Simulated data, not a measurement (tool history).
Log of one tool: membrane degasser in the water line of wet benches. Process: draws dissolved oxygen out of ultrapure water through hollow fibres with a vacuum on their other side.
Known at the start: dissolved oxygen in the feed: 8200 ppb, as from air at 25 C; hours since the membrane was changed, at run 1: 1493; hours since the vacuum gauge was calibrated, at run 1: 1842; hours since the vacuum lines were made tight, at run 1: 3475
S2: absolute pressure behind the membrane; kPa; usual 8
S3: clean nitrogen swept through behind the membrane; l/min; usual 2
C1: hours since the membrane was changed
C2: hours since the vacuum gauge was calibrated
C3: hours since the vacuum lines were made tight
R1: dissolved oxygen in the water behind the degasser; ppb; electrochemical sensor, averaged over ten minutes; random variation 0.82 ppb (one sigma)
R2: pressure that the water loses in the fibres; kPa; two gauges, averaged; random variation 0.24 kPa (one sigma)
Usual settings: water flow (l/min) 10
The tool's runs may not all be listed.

run 1 hour=0 | water_flow_(l/min)=10 S2=8 S3=2 | C1=1493 C2=1842 C3=3475 | R1=75.3 R2=63.28
run 2 hour=162.1 | water_flow_(l/min)=10 S2=10.83 S3=2 | C1=1655 C2=2004 C3=3637 | R1=110.5 R2=63.2
run 3 hour=363.2 | water_flow_(l/min)=10 S2=10.83 S3=2 | C1=1856 C2=2206 C3=3838 | R1=111.6 R2=62.94
run 4 hour=476.4 | water_flow_(l/min)=10 S2=8 S3=2 | C1=1970 C2=2319 C3=3951 | R1=74.6 R2=63.03
run 5 hour=655.2 | water_flow_(l/min)=10 S2=8 S3=2 | C1=2148 C2=2498 C3=4130 | R1=74.8 R2=63.18
run 6 hour=762.9 | water_flow_(l/min)=10 S2=8 S3=2 | C1=2256 C2=2605 C3=4238 | R1=76 R2=63.47
run 7 hour=986.4 | water_flow_(l/min)=10 S2=5.94 S3=2 | C1=2480 C2=2829 C3=4461 | R1=52.3 R2=63.28
run 8 hour=1191.5 | water_flow_(l/min)=10 S2=5.94 S3=2 | C1=2685 C2=3034 C3=4666 | R1=51.4 R2=63.56
run 9 hour=1321.3 | water_flow_(l/min)=10 S2=5.94 S3=2 | C1=2814 C2=3164 C3=4796 | R1=50.7 R2=63.85
run 10 hour=1520.2 | water_flow_(l/min)=10 S2=5.94 S3=2 | C1=3013 C2=3363 C3=4995 | R1=51 R2=63.94
-- hour=1700.9 seals of the vacuum lines changed
run 11 hour=1732.4 | water_flow_(l/min)=10 S2=5.6 S3=2.6 | C1=3223 C2=3573 C3=32 | R1=40.4 R2=63.41
run 12 hour=1855.1 | water_flow_(l/min)=12 S2=5.41 S3=0.85 | C1=3346 C2=3695 C3=154 | R1=114.4 R2=76.57
run 13 hour=2090.7 | water_flow_(l/min)=10 S2=5.46 S3=2.25 | C1=3582 C2=3931 C3=390 | R1=43.2 R2=63.5
run 14 hour=2307.9 | water_flow_(l/min)=13 S2=19.4 S3=4.37 | C1=3799 C2=4148 C3=607 | R1=177.5 R2=82.86
run 15 hour=2434.1 | water_flow_(l/min)=13 S2=19.4 S3=4.37 | C1=3925 C2=4274 C3=733 | R1=179.2 R2=82.7
run 16 hour=2674.8 | water_flow_(l/min)=9 S2=14.89 S3=2 | C1=4166 C2=4515 C3=974 | R1=135.7 R2=57.59
run 17 hour=2776.1 | water_flow_(l/min)=9 S2=16.24 S3=1.31 | C1=4267 C2=4616 C3=1075 | R1=221.9 R2=57.41
run 18 hour=2953.6 | water_flow_(l/min)=9 S2=14.98 S3=1.14 | C1=4445 C2=4794 C3=1253 | R1=228.9 R2=57.74
run 19 hour=3194.8 | water_flow_(l/min)=7 S2=10.51 S3=3.58 | C1=4686 C2=5035 C3=1494 | R1=36.7 R2=44.97

Forecast each of these 5 alternatives for the next run:
run A hour=3342.2 | water_flow_(l/min)=7 S2=13.9 S3=2 | C1=4833 C2=5183 C3=1641 | R1=? R2=?
run B hour=3342.2 | water_flow_(l/min)=8 S2=12.24 S3=1.19 | C1=4833 C2=5183 C3=1641 | R1=? R2=?
run C hour=3342.2 | water_flow_(l/min)=7 S2=5.86 S3=1.17 | C1=4833 C2=5183 C3=1641 | R1=? R2=?
run D hour=3342.2 | water_flow_(l/min)=10 S2=18.35 S3=2.82 | C1=4833 C2=5183 C3=1641 | R1=? R2=?
run E hour=3342.2 | water_flow_(l/min)=10 S2=12.79 S3=1.03 | C1=4833 C2=5183 C3=1641 | R1=? R2=?

run=A R1=93.8 R2=44.85
run=B R1=151.1 R2=51.31
run=C R1=40.7 R2=44.59
run=D R1=147.8 R2=64.25
run=E R1=233.5 R2=64.04
Without the tool's hidden state the same runs would have given:
run=A R1=93.6 R2=44.03
run=B R1=150.8 R2=50.37
run=C R1=40.5 R2=43.77
run=D R1=147.6 R2=63.07
run=E R1=233.1 R2=62.87

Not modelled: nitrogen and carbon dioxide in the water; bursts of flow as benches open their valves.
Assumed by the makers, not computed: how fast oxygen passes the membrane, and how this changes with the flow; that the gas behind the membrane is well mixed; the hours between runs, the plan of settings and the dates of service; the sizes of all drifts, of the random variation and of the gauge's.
